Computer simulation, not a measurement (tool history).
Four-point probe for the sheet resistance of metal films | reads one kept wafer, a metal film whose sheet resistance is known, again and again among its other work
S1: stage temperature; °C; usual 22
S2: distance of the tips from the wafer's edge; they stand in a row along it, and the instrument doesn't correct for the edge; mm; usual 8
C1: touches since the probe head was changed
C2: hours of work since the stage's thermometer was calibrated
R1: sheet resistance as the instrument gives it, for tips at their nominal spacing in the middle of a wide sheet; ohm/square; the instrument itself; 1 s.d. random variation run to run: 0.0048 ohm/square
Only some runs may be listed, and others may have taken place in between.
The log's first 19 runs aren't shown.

| run | hour | S1 | S2 | C1 | C2 | R1 |
|---|---|---|---|---|---|---|
|  | 1411.7 | stage's thermometer calibrated |
| 20 | 1507.1 | 22 | 19 | 62030 | 58 | 23.656660 |
| 21 | 1568.0 | 22 | 19 | 65058 | 95 | 23.646116 |
| 22 | 1615.7 | 22 | 19 | 67430 | 124 | 23.647695 |
| 23 | 1699.3 | 22 | 6 | 71591 | 174 | 23.726332 |
| 24 | 1755.9 | 33 | 5 | 74404 | 209 | 23.532572 |
| 25 | 1820.3 | 33 | 5 | 77605 | 248 | 23.526333 |
| 26 | 1896.5 | 19 | 29 | 81398 | 294 | 23.695083 |
| 27 | 1956.6 | 19 | 29 | 84387 | 330 | 23.697708 |
|  | 2015.9 | stage's thermometer calibrated, once more |
| 28 | 2035.1 | 21 | 8 | 88265 | 12 | 23.706189 |
| 29 | 2096.2 | 19 | 8 | 91304 | 49 | 23.751488 |
| 30 | 2141.9 | 24 | 63 | 93578 | 76 | 23.596690 |
| 31 | 2202.7 | 22 | 7 | 96603 | 113 | 23.694930 |
| 32 | 2299.3 | 19 | 5 | 101405 | 172 | 23.829404 |
| 33 | 2392.6 | 25 | 7 | 106044 | 228 | 23.611847 |
| 34 | 2488.8 | 25 | 10 | 110830 | 287 | 23.582437 |
| 35 | 2574.6 | 25 | 10 | 115097 | 338 | 23.581575 |
| 36 | 2656.5 | 22 | 11 | 119173 | 388 | 23.624295 |
| 37 | 2714.0 | 34 | 13 | 122033 | 423 | 23.371640 |
| 38 | 2801.8 | 34 | 13 | 126396 | 476 | 23.366224 |
| 39 | 2877.9 | 27 | 9 | 130184 | 522 | 23.528859 |

Each row is a separate what-if for the run after 39, all from the same tool condition, not one after another. Results?
| A | 2964.9 | 29 | 72 | 134507 | 575 | ? |
| B | 2964.9 | 20 | 9 | 134507 | 575 | ? |
| C | 2964.9 | 34 | 5 | 134507 | 575 | ? |

| run | R1 |
|---|---|
| A | 23.429100 |
| B | 23.664864 |
| C | 23.454979 |
Take away the tool's hidden state, keep each run's random variation, and the runs would have read:
| run | R1 |
|---|---|
| A | 23.575828 |
| B | 23.813174 |
| C | 23.601745 |

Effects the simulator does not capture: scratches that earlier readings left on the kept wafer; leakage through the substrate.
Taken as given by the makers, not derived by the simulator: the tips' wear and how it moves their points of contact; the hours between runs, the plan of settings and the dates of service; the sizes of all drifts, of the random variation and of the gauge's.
